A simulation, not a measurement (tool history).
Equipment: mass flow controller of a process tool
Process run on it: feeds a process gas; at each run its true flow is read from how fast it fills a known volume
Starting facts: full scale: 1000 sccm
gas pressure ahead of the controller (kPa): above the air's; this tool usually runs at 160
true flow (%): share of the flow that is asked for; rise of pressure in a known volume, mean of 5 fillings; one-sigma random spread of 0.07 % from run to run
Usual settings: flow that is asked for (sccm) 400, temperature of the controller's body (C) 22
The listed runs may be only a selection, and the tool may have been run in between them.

run      day  flow that is asked for (sccm)  gas pressure ahead of the controller (kPa)  temperature of the controller's body (C)  true flow (%)
  1    0.000                            400                                         160                                        22          99.11
  2   12.400                            400                                         142                                        22          98.83
  3   25.867                            400                                         160                                        22          98.83
  4   39.983                            400                                         160                                        22          98.85
  5   59.967                            400                                         160                                        22          98.84
  6   69.821                            400                                         160                                        22          98.80
  7   90.888                            400                                         160                                        22          98.82
  8  106.371                            400                                         160                                        22          98.64
  9  119.450                            400                                         174                                        37          99.83
 10  133.592                            856                                         183                                        23          99.39

For run 11, what comes out?
 11  150.533                            252                                         273                                        31              ?

true flow (%): 99.67
If the tool had no hidden condition, the same run with the same run-to-run variation would have returned true flow (%) 100.09.

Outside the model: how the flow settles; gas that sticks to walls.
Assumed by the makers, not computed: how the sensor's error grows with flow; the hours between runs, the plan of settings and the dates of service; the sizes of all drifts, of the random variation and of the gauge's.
